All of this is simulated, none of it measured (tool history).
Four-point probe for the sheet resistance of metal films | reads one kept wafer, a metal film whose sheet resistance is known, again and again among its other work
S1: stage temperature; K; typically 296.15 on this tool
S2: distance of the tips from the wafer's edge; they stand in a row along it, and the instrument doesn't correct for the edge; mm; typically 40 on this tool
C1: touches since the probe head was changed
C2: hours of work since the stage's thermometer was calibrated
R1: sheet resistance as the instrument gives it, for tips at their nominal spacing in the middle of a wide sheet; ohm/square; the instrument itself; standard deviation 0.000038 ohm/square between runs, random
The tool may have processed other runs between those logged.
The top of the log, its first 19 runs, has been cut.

run	day	S1	S2	C1	C2	R1
20	18.908	308.15	15	12860	1406	0.187382
21	20.108	296.15	29	13639	1419	0.188657
22	21.100	307.15	15	14284	1430	0.187535
23	21.700	304.15	40	14675	1437	0.187375
24	22.325	299.15	4	15081	1444	0.197716
25	23.512	299.15	4	15853	1457	0.197715
26	24.683	299.15	4	16614	1469	0.197744
27	25.579	300.15	3	17196	1479	0.204368
28	26.338	297.15	73	17689	1488	0.188452
29	27.425	297.15	73	18393	1500	0.188467

Forecast run 30:
30	28.096	297.15	73	18830	1507	?

R1: 0.188492 ohm/square
With no hidden state in the tool, this same run would have given R1 0.187491 ohm/square.

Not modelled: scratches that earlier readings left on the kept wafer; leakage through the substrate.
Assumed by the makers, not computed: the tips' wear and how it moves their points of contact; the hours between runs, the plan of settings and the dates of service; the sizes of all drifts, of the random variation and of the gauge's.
